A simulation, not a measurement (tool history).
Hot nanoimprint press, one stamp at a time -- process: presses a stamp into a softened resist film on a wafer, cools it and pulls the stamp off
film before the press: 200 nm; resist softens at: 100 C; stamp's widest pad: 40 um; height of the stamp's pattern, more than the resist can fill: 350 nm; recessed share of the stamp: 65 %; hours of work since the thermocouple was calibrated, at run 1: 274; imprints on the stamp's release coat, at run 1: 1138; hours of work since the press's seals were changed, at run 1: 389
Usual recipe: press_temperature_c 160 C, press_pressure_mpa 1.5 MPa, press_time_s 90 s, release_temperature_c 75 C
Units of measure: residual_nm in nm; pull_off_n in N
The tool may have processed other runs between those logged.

| run | hour | press_temperature_c | press_pressure_mpa | press_time_s | release_temperature_c | hours of work since the thermocouple was calibrated | imprints on the stamp's release coat | hours of work since the press's seals were changed | residual_nm | pull_off_n |
|---|---|---|---|---|---|---|---|---|---|---|
| 1 | 0 | 160 | 1.5 | 90 | 75 | 274 | 1138 | 389 | 91.5 | 204 |
| 2 | 49.9 | 160 | 1.5 | 90 | 75 | 313 | 1397 | 428 | 90.9 | 203 |
|  | 85 | stamp cleaned and given a new release coat |
| 3 | 91.3 | 160 | 1.5 | 98 | 75 | 341 | 32 | 456 | 88.3 | 168 |
| 4 | 126.9 | 160 | 1.5 | 98 | 75 | 369 | 217 | 484 | 87.4 | 178 |
|  | 155.9 | plate thermocouple calibrated |
| 5 | 157.5 | 160 | 1.5 | 98 | 75 | 1 | 361 | 505 | 90.3 | 183 |
|  | 207.7 | press's hydraulic seals changed and the load cell set to zero |
| 6 | 219.2 | 160 | 1.5 | 98 | 75 | 43 | 639 | 9 | 88.7 | 191 |
| 7 | 273.2 | 160 | 1.5 | 90 | 75 | 86 | 920 | 51 | 91.3 | 196 |
| 8 | 329.7 | 160 | 1.5 | 90 | 75 | 130 | 1214 | 96 | 91.4 | 203 |
| 9 | 365.9 | 160 | 1.5 | 100 | 75 | 158 | 1401 | 124 | 87.5 | 213 |
|  | 400.7 | stamp cleaned and given a new release coat |
| 10 | 428.6 | 160 | 1.5 | 100 | 75 | 203 | 145 | 169 | 87.4 | 178 |
| 11 | 464.8 | 160 | 1.45 | 95 | 61 | 231 | 333 | 197 | 90.3 | 245 |
| 12 | 506.6 | 167 | 1.45 | 132 | 61 | 264 | 550 | 230 | 53.4 | 251 |
| 13 | 550.1 | 165 | 1.44 | 56 | 75 | 298 | 776 | 264 | 84.9 | 189 |
| 14 | 594.4 | 165 | 1.44 | 56 | 75 | 333 | 1006 | 299 | 84.7 | 197 |
| 15 | 630 | 160 | 0.96 | 90 | 82 | 361 | 1191 | 326 | 108.6 | 171 |
|  | 669.6 | plate thermocouple calibrated |
| 16 | 671 | 170 | 1.5 | 65 | 60 | 1 | 1388 | 356 | 61.2 | 285 |
|  | 706.8 | stamp cleaned and given a new release coat |
| 17 | 718.9 | 170 | 1.5 | 65 | 60 | 34 | 63 | 389 | 61 | 239 |
| 18 | 748.5 | 170 | 1.5 | 65 | 60 | 57 | 217 | 412 | 61 | 247 |
| 19 | 803.8 | 164 | 1.6 | 90 | 75 | 101 | 504 | 456 | 71.1 | 186 |

Run by run, hidden condition taken away, random variation retained:
Hidden state at play: true temperature over the reading, C; pressure that arrives at the usual setting, %; grip of the stamp's worn release coat, % over a new coat's; drift of the gauge itself on residual_nm, %; drift of the gauge itself on pull_off_n, %.
| run | residual_nm | pull_off_n |
|---|---|---|
| 1 | 92.3 | 176 |
| 2 | 91.9 | 170 |
| 3 | 89.4 | 169 |
| 4 | 88.7 | 175 |
| 5 | 89.1 | 174 |
| 6 | 88.9 | 175 |
| 7 | 91.8 | 174 |
| 8 | 92.1 | 173 |
| 9 | 88.3 | 178 |
| 10 | 88.5 | 175 |
| 11 | 91.6 | 235 |
| 12 | 54.2 | 234 |
| 13 | 86.4 | 172 |
| 14 | 86.4 | 174 |
| 15 | 110.9 | 148 |
| 16 | 61.4 | 238 |
| 17 | 61.3 | 238 |
| 18 | 61.4 | 240 |
| 19 | 71.8 | 174 |

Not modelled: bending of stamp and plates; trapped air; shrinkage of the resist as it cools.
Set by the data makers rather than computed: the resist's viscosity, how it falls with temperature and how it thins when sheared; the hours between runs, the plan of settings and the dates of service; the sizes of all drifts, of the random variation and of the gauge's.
